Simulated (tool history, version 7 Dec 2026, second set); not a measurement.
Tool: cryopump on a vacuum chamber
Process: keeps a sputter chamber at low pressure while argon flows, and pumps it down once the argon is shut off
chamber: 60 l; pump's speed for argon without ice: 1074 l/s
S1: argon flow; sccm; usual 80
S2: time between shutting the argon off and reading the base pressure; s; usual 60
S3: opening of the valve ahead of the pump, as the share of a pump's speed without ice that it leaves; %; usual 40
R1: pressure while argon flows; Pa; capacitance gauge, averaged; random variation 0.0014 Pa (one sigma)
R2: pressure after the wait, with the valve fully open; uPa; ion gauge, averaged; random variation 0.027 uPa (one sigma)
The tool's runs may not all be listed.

run	hour	S1	S2	S3	R1	R2
1	0.0	80	60	40	0.3245	1.39
2	61.3	80	60	40	0.3283	1.45
3	98.1	80	60	46	0.2862	1.49
4	142.3	80	60	40	0.3281	1.56
5	172.2	105	60	40	0.4305	1.61
6	223.4	80	60	40	0.3284	1.60
7	259.0	80	60	40	0.3330	1.64
8	302.0	80	60	40	0.3324	1.71
9	326.8	80	60	40	0.3306	1.71
10	355.2	49	60	20	0.3967	1.79
11	394.0	56	212	18	0.5020	1.18
12	432.2	56	212	18	0.5027	1.22
13	473.7	98	58	34	0.4822	1.88
14	506.0	86	58	27	0.5265	1.92
15	567.2	86	58	27	0.5280	2.00
16	616.7	140	26	37	0.6341	3.26
17	643.7	52	26	19	0.4446	3.26
18	688.8	41	187	23	0.2959	1.52

Measured less the same run without the tool's hidden state. The same run-to-run variation is in both; the gauge's scatter may not be:
The hidden state here: pump's speed, % of a pump's without ice; cold plate's temperature, K; leak into the chamber, uPa l/s; drift of the gauge itself on working_pa, %; drift of the gauge itself on base_upa, %.
run	R1	R2
1	+0.0104	+0.21
2	+0.0119	+0.27
3	+0.0127	+0.30
4	+0.0135	+0.35
5	+0.0187	+0.38
6	+0.0154	+0.43
7	+0.0162	+0.47
8	+0.0172	+0.52
9	+0.0177	+0.54
10	+0.0113	+0.59
11	+0.0136	+0.63
12	+0.0142	+0.67
13	+0.0265	+0.71
14	+0.0241	+0.74
15	+0.0257	+0.81
16	+0.0438	+0.87
17	+0.0167	+0.90
18	+0.0139	+0.94
